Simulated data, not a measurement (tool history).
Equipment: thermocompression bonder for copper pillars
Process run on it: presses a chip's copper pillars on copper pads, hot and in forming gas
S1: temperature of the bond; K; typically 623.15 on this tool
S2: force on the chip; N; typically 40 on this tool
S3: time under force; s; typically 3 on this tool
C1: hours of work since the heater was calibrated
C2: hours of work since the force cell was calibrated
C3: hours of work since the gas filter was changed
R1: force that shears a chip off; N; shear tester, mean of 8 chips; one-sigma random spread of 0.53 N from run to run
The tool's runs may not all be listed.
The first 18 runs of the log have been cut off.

run 19 hour=404.7 | S1=623.15 S2=40 S3=3 | C1=570 C2=1145 C3=277 | R1=70
run 20 hour=419.8 | S1=623.15 S2=40 S3=3 | C1=581 C2=1156 C3=288 | R1=69.3
-- hour=423.6 heater calibrated with a thermocouple chip
run 21 hour=452.4 | S1=623.15 S2=50 S3=9 | C1=20 C2=1177 C3=309 | R1=105.2
run 22 hour=475.1 | S1=634.15 S2=35 S3=4 | C1=36 C2=1193 C3=325 | R1=75
-- hour=494.5 forming gas filter changed
run 23 hour=494.7 | S1=634.15 S2=35 S3=4 | C1=49 C2=1206 C3=0 | R1=79.2
run 24 hour=520.2 | S1=629.15 S2=33 S3=2 | C1=67 C2=1224 C3=18 | R1=56.1
run 25 hour=556.4 | S1=606.15 S2=33 S3=2 | C1=92 C2=1249 C3=43 | R1=40.2
run 26 hour=582.2 | S1=617.15 S2=26 S3=2 | C1=110 C2=1267 C3=61 | R1=36.8
run 27 hour=608.8 | S1=647.15 S2=38 S3=2 | C1=129 C2=1286 C3=80 | R1=75.3
run 28 hour=626.3 | S1=623.15 S2=40 S3=2 | C1=141 C2=1298 C3=92 | R1=61.2
-- hour=645.5 heater calibrated with a thermocouple chip, once more
run 29 hour=650.7 | S1=623.15 S2=57 S3=5 | C1=4 C2=1314 C3=108 | R1=107.2
run 30 hour=677.8 | S1=623.15 S2=57 S3=5 | C1=22 C2=1333 C3=126 | R1=105
run 31 hour=701.8 | S1=594.15 S2=44 S3=3 | C1=39 C2=1349 C3=143 | R1=57.5
run 32 hour=735.7 | S1=596.15 S2=40 S3=3 | C1=63 C2=1373 C3=167 | R1=53.6
run 33 hour=758.2 | S1=624.15 S2=32 S3=2 | C1=79 C2=1389 C3=182 | R1=54
run 34 hour=790 | S1=638.15 S2=32 S3=2 | C1=101 C2=1411 C3=205 | R1=63.2
run 35 hour=810.8 | S1=638.15 S2=32 S3=2 | C1=115 C2=1425 C3=219 | R1=62.5
run 36 hour=844 | S1=636.15 S2=39 S3=7 | C1=138 C2=1449 C3=242 | R1=99.6
run 37 hour=866.9 | S1=636.15 S2=39 S3=7 | C1=154 C2=1465 C3=258 | R1=99.1
run 38 hour=881.7 | S1=602.15 S2=33 S3=3 | C1=165 C2=1475 C3=269 | R1=47.8
run 39 hour=917.5 | S1=602.15 S2=33 S3=3 | C1=190 C2=1500 C3=294 | R1=48
run 40 hour=943.1 | S1=602.15 S2=55 S3=9 | C1=208 C2=1518 C3=311 | R1=99.4

Here are 4 independent what-if runs from the current tool condition. What would each one return?
run A hour=959.3 | S1=614.15 S2=34 S3=7 | C1=219 C2=1529 C3=323 | R1=?
run B hour=959.3 | S1=642.15 S2=55 S3=4 | C1=219 C2=1529 C3=323 | R1=?
run C hour=959.3 | S1=602.15 S2=39 S3=9 | C1=219 C2=1529 C3=323 | R1=?
run D hour=959.3 | S1=598.15 S2=30 S3=3 | C1=219 C2=1529 C3=323 | R1=?

run=A R1=75.3
run=B R1=108.1
run=C R1=79.9
run=D R1=40.2
Without the tool's unlogged condition, the same runs would have read:
run=A R1=75.9
run=B R1=110.6
run=C R1=80.7
run=D R1=40.1

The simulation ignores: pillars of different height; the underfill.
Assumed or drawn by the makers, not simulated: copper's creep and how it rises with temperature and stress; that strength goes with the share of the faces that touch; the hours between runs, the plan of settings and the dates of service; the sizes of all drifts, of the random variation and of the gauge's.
